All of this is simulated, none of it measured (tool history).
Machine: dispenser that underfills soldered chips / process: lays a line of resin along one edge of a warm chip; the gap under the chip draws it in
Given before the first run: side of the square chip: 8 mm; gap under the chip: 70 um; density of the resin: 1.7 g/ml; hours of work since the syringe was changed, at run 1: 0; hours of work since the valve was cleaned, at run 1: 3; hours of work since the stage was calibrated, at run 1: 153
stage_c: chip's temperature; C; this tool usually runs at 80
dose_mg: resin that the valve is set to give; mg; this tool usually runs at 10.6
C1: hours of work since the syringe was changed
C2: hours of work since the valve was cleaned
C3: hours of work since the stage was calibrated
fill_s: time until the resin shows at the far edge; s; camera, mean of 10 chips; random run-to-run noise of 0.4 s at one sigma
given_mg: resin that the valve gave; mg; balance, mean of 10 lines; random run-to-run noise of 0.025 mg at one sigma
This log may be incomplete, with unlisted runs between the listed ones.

run 1 hour=0.0 | stage_c=80 dose_mg=10.6 | C1=0 C2=3 C3=153 | fill_s=24.8 given_mg=10.55
run 2 hour=4.7 | stage_c=80 dose_mg=10.6 | C1=3 C2=6 C3=156 | fill_s=30.9 given_mg=10.53
run 3 hour=9.0 | stage_c=80 dose_mg=10.6 | C1=6 C2=8 C3=159 | fill_s=37.2 given_mg=10.50
-- hour=17.5 new syringe of resin
run 4 hour=17.5 | stage_c=80 dose_mg=10.6 | C1=0 C2=14 C3=164 | fill_s=25.8 given_mg=10.51
run 5 hour=24.4 | stage_c=80 dose_mg=10.6 | C1=5 C2=18 C3=169 | fill_s=33.5 given_mg=10.48
run 6 hour=31.6 | stage_c=80 dose_mg=10.6 | C1=9 C2=23 C3=174 | fill_s=44.6 given_mg=10.45
-- hour=35.5 new syringe of resin
run 7 hour=36.0 | stage_c=80 dose_mg=10.6 | C1=0 C2=26 C3=176 | fill_s=25.9 given_mg=10.47
run 8 hour=45.0 | stage_c=80 dose_mg=10.6 | C1=6 C2=32 C3=182 | fill_s=36.7 given_mg=10.43
-- hour=53.2 new syringe of resin
run 9 hour=54.1 | stage_c=80 dose_mg=10.6 | C1=1 C2=37 C3=188 | fill_s=26.7 given_mg=10.43
run 10 hour=59.9 | stage_c=80 dose_mg=11.7 | C1=4 C2=41 C3=192 | fill_s=33.0 given_mg=11.50
run 11 hour=66.0 | stage_c=80 dose_mg=11.7 | C1=8 C2=45 C3=196 | fill_s=41.9 given_mg=11.43
-- hour=70.5 new syringe of resin
run 12 hour=72.3 | stage_c=80 dose_mg=10.6 | C1=1 C2=49 C3=200 | fill_s=26.7 given_mg=10.41
run 13 hour=78.8 | stage_c=80 dose_mg=10.6 | C1=5 C2=53 C3=204 | fill_s=35.1 given_mg=10.37
run 14 hour=85.1 | stage_c=94 dose_mg=10.6 | C1=10 C2=58 C3=208 | fill_s=29.6 given_mg=10.31
-- hour=88.3 new syringe of resin
run 15 hour=92.7 | stage_c=94 dose_mg=9.2 | C1=3 C2=62 C3=213 | fill_s=20.5 given_mg=8.97
run 16 hour=99.9 | stage_c=94 dose_mg=9.2 | C1=8 C2=67 C3=218 | fill_s=26.5 given_mg=8.93
-- hour=106.1 new syringe of resin
run 17 hour=106.2 | stage_c=80 dose_mg=10.2 | C1=0 C2=71 C3=222 | fill_s=25.7 given_mg=9.93
run 18 hour=113.0 | stage_c=80 dose_mg=11.4 | C1=5 C2=75 C3=226 | fill_s=32.8 given_mg=11.03
run 19 hour=119.4 | stage_c=80 dose_mg=10.6 | C1=9 C2=80 C3=230 | fill_s=42.0 given_mg=10.22
-- hour=123.8 new syringe of resin
run 20 hour=124.6 | stage_c=80 dose_mg=10.6 | C1=1 C2=83 C3=234 | fill_s=26.3 given_mg=10.24
run 21 hour=130.3 | stage_c=79 dose_mg=12.0 | C1=4 C2=87 C3=237 | fill_s=33.7 given_mg=11.56
run 22 hour=135.6 | stage_c=93 dose_mg=11.2 | C1=8 C2=90 C3=241 | fill_s=26.6 given_mg=10.81
-- hour=141.2 new syringe of resin
run 23 hour=143.5 | stage_c=88 dose_mg=9.1 | C1=2 C2=95 C3=246 | fill_s=22.7 given_mg=8.80
run 24 hour=151.9 | stage_c=80 dose_mg=13.7 | C1=7 C2=101 C3=251 | fill_s=36.8 given_mg=13.16
-- hour=158.6 new syringe of resin
run 25 hour=158.6 | stage_c=77 dose_mg=11.4 | C1=0 C2=105 C3=255 | fill_s=27.9 given_mg=10.94
run 26 hour=162.9 | stage_c=77 dose_mg=11.4 | C1=3 C2=108 C3=258 | fill_s=32.0 given_mg=10.95
run 27 hour=171.3 | stage_c=77 dose_mg=11.4 | C1=8 C2=113 C3=264 | fill_s=45.8 given_mg=10.96
-- hour=176.1 new syringe of resin
run 28 hour=179.4 | stage_c=77 dose_mg=13.2 | C1=2 C2=118 C3=269 | fill_s=30.1 given_mg=12.63
run 29 hour=187.6 | stage_c=77 dose_mg=13.2 | C1=8 C2=124 C3=274 | fill_s=41.9 given_mg=12.54
-- hour=193.5 new syringe of resin
run 30 hour=194.1 | stage_c=77 dose_mg=13.2 | C1=0 C2=128 C3=278 | fill_s=26.7 given_mg=12.54
run 31 hour=203.0 | stage_c=77 dose_mg=9.9 | C1=6 C2=133 C3=284 | fill_s=41.2 given_mg=9.42
-- hour=207.9 dispensing valve cleaned and set on the balance
run 32 hour=207.9 | stage_c=82 dose_mg=10.6 | C1=9 C2=0 C3=287 | fill_s=38.8 given_mg=10.60
-- hour=212.1 new syringe of resin
run 33 hour=213.4 | stage_c=80 dose_mg=10.7 | C1=1 C2=3 C3=290 | fill_s=26.8 given_mg=10.68
run 34 hour=221.4 | stage_c=80 dose_mg=10.7 | C1=6 C2=9 C3=295 | fill_s=35.8 given_mg=10.66
run 35 hour=225.9 | stage_c=83 dose_mg=10.1 | C1=9 C2=12 C3=298 | fill_s=39.5 given_mg=10.05
-- hour=229.5 new syringe of resin
run 36 hour=234.9 | stage_c=84 dose_mg=12.3 | C1=4 C2=17 C3=304 | fill_s=25.9 given_mg=12.24
run 37 hour=238.5 | stage_c=80 dose_mg=10.7 | C1=6 C2=20 C3=306 | fill_s=34.6 given_mg=10.55

Results per run with the tool's hidden condition removed, run-to-run variation unchanged:
What the log doesn't record here: resin's viscosity, % of fresh resin's; dose that the valve gives, % of what is set; true chip temperature over the reading, C; drift of the gauge itself on fill_s, %; drift of the gauge itself on given_mg, %.
run=1 fill_s=25.2 given_mg=10.60
run=2 fill_s=26.1 given_mg=10.59
run=3 fill_s=26.4 given_mg=10.58
run=4 fill_s=26.2 given_mg=10.60
run=5 fill_s=25.8 given_mg=10.59
run=6 fill_s=25.9 given_mg=10.58
run=7 fill_s=26.2 given_mg=10.60
run=8 fill_s=26.0 given_mg=10.59
run=9 fill_s=26.1 given_mg=10.61
run=10 fill_s=25.7 given_mg=11.71
run=11 fill_s=25.6 given_mg=11.66
run=12 fill_s=25.3 given_mg=10.63
run=13 fill_s=25.5 given_mg=10.61
run=14 fill_s=16.7 given_mg=10.56
run=15 fill_s=17.5 given_mg=9.21
run=16 fill_s=16.9 given_mg=9.18
run=17 fill_s=26.3 given_mg=10.22
run=18 fill_s=25.7 given_mg=11.37
run=19 fill_s=25.3 given_mg=10.55
run=20 fill_s=25.7 given_mg=10.59
run=21 fill_s=26.5 given_mg=11.96
run=22 fill_s=16.6 given_mg=11.21
run=23 fill_s=20.8 given_mg=9.14
run=24 fill_s=24.5 given_mg=13.69
run=25 fill_s=28.7 given_mg=11.39
run=26 fill_s=27.7 given_mg=11.42
run=27 fill_s=28.4 given_mg=11.45
run=28 fill_s=27.6 given_mg=13.22
run=29 fill_s=27.7 given_mg=13.16
run=30 fill_s=27.6 given_mg=13.17
run=31 fill_s=29.6 given_mg=9.91
run=32 fill_s=24.2 given_mg=10.62
run=33 fill_s=26.8 given_mg=10.71
run=34 fill_s=26.3 given_mg=10.71
run=35 fill_s=24.1 given_mg=10.10
run=36 fill_s=21.8 given_mg=12.33
run=37 fill_s=25.3 given_mg=10.64

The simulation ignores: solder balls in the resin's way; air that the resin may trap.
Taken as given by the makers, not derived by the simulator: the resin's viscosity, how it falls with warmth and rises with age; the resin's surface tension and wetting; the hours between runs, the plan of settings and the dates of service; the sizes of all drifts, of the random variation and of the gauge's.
